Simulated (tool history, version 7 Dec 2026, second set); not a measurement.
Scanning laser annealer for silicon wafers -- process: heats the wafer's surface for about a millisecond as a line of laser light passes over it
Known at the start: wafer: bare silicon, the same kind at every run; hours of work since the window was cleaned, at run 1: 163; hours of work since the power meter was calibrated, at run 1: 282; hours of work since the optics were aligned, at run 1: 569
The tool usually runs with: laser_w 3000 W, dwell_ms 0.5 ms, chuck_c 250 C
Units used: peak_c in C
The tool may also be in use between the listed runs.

run	hour	laser_w	dwell_ms	chuck_c	hours of work since the window was cleaned	hours of work since the power meter was calibrated	hours of work since the optics were aligned	peak_c
1	0	3000	0.5	250	163	282	569	1088
2	18.2	3000	0.5	250	174	293	581	1086
3	46.3	3000	0.5	250	192	311	598	1086
4	70.2	3000	0.5	250	207	326	613	1085
5	100.3	3000	0.5	250	225	344	632	1088
6	138.5	3000	0.5	226	249	368	655	1061
7	160.6	2893	0.5	250	263	382	669	1058
8	191.9	2893	0.416	250	282	401	689	993
9	223.3	2893	0.416	250	302	421	708	990
10	258	2893	0.416	250	323	442	730	992
11	290.8	2893	0.416	250	344	463	750	994
12	306.5	3034	0.368	214	354	473	760	949
13	338.1	2583	0.385	288	373	492	780	933
14	364.4	2909	0.541	273	390	509	796	1114
15	382.7	3000	0.5	246	401	520	807	1080
16	420.6	2569	0.615	263	425	544	831	1050
17	438.5	2704	0.371	234	436	555	842	896
18	460.1	2664	0.38	234	449	568	856	891
19	483.5	2591	0.489	250	464	583	870	969

Run 20, settings as shown, results not yet in. Your forecast:
20	507.6	2915	0.37	244	479	598	885	?

{"run 20": {"peak_c": 956}}
On a tool with no hidden condition, and with the same random variation, this run would have come out at peak_c 956 C.
